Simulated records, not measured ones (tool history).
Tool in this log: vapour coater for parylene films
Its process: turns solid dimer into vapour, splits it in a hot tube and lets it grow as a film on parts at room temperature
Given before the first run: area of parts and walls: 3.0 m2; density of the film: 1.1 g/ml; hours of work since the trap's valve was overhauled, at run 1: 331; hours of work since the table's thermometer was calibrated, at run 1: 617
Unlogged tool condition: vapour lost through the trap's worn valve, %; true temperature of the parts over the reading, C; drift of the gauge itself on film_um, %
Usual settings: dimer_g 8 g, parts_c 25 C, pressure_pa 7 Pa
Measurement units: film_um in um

run,hour,dimer_g,parts_c,pressure_pa,hours of work since the trap's valve was overhauled,hours of work since the table's thermometer was calibrated,film_um
1,0,8,25,7,331,617,1.46
2,35.3,8,25,7,354,639,1.41
3,59.6,8,25,7,370,655,1.39
4,81.7,8,25,7,384,669,1.4
5,108.5,8,25,7,401,686,1.42
6,137.2,8,25,7,420,705,1.39
7,156.2,8,25,7,432,717,1.36
8,172.6,8,25,7,443,728,1.39
9,192.5,8,25,7,455,740,1.41
10,209,14,30,7,466,751,1.95
11,230.6,4,25,6.39,480,765,0.69
# hour 252.9: trap's valve overhauled
12,273.8,4,35,2.29,13,790,0.54
13,310.7,4,35,2.29,37,814,0.57
14,333.8,4,33,2.29,52,829,0.6
15,372.7,8,21,7.34,77,854,1.76
16,392.6,8,21,7.34,90,867,1.78
17,425.9,6,18,7.34,111,888,1.45

Below, each run's measurement less what the same run would have read without the hidden state. Both values contain the same run-to-run variation, but the gauge's scatter may not be the same in both:
run,film_um
1,-0.13
2,-0.13
3,-0.14
4,-0.15
5,-0.15
6,-0.16
7,-0.16
8,-0.16
9,-0.17
10,-0.24
11,-0.08
12,-0.01
13,-0.02
14,-0.01
15,-0.06
16,-0.07
17,-0.06

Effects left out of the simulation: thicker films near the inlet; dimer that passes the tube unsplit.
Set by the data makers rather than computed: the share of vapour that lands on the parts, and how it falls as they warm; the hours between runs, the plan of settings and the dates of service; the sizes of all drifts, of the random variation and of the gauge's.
